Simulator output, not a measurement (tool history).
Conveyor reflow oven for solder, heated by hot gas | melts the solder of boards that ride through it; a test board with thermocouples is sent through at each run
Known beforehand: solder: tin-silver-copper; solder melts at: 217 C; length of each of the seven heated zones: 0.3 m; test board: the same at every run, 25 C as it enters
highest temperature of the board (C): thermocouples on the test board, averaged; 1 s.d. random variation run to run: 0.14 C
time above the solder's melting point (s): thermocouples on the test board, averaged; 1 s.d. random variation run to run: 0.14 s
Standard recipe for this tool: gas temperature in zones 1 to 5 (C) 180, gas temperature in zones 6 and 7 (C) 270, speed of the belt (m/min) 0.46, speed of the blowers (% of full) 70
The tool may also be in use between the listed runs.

run	hour	gas temperature in zones 1 to 5 (C)	gas temperature in zones 6 and 7 (C)	speed of the belt (m/min)	speed of the blowers (% of full)	highest temperature of the board (C)	time above the solder's melting point (s)
1	0	180	270	0.46	70	255	62.8
2	9.3	180	270	0.486	70	253.4	58
3	18.9	180	270	0.46	70	255.3	63
4	29.9	180	270	0.46	70	255.2	62.5
5	41.3	180	270	0.536	70	250.1	49.6
6	51.5	180	270	0.536	70	250.3	49.8
7	62.8	180	270	0.536	70	250.3	49.4
8	70.6	185	270	0.46	70	256.2	65.2
# hour 80.4: flux residue cleaned out of gas plates and filters
9	90.3	185	270	0.46	70	256	65.4
10	97.5	185	270	0.46	70	256.2	65.5
11	112.1	180	259	0.46	70	245.9	56.2
12	122.3	180	259	0.46	75	246.9	57.1
13	135.1	180	270	0.46	70	255.2	62.7
14	147.5	180	277	0.46	70	261.1	66.5
15	158.4	180	269	0.46	70	254.5	62.3
16	173.2	180	270	0.46	58	252.6	60.2
17	183.2	193	270	0.387	70	261.4	86
18	190.2	176	260	0.46	86	248.5	57.5
19	205.4	176	260	0.46	86	248.5	57.8
20	215.7	180	280	0.517	72	260.5	57.9
21	227.8	180	270	0.495	53	248.7	51.9

Estimate the outcome of run 22 from the log above:
22	239.1	184	270	0.46	70	?	?

highest temperature of the board (C): 255.8
time above the solder's melting point (s): 64.9
Without the tool's hidden state the same run would have given highest temperature of the board (C) 255.7, time above the solder's melting point (s) 64.9.
